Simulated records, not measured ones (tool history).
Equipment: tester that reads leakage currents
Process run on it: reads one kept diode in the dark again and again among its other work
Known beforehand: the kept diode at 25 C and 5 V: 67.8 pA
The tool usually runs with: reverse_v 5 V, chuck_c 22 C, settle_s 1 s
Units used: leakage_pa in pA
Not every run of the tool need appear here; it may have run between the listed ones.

run,hour,reverse_v,chuck_c,settle_s,leakage_pa
1,0,5,22,1,53.45
2,49.2,13.32,22,1,98.32
3,98.5,5,27,1,76.2
4,144.7,5,22,1,54.01
5,219.1,5,22,1,53.73
6,303.6,5,22,1,53.88
7,411.3,5,22,1,53.95
# hour 490.1: chuck's temperature calibrated
8,511.8,5,22,1,53.24
9,580.7,5,22,1,52.86
# hour 673: chuck's temperature calibrated, once more
10,696.2,5,41,1,208.96
11,794.1,5,35,1,141.14
12,851.3,5,35,1,141.61
13,958.1,5,35,1,142.2
14,1022.2,5,35,1,141.05
15,1129.7,11.81,36,4.64,249.68
16,1218.1,11.81,36,4.64,248.73
# hour 1305.1: probe card cleaned and baked
17,1331.6,11.81,36,4.64,239.28
18,1428.5,5,25,0.59,69.12
19,1499.9,5.15,53,1,436.37
20,1570.5,1.11,22,5.02,22.33
21,1682.1,3.47,26,1,58.65
22,1776.6,5.69,49,0.46,361.85
23,1854.5,5.12,42,1,218.11

Below are 5 alternative next runs, each starting from the tool's condition after run 23. Predict each:
A,1918.2,7.16,53,2.16,?
B,1918.2,5,59,1.31,?
C,1918.2,3.55,28,0.63,?
D,1918.2,5.12,24,1.5,?
E,1918.2,5.12,43,1,?

run,leakage_pa
A,523.69
B,605.14
C,69.07
D,64.02
E,231.3
With no hidden state in the tool, these same runs would have given:
run,leakage_pa
A,538.57
B,622.95
C,70.41
D,64.75
E,237.52
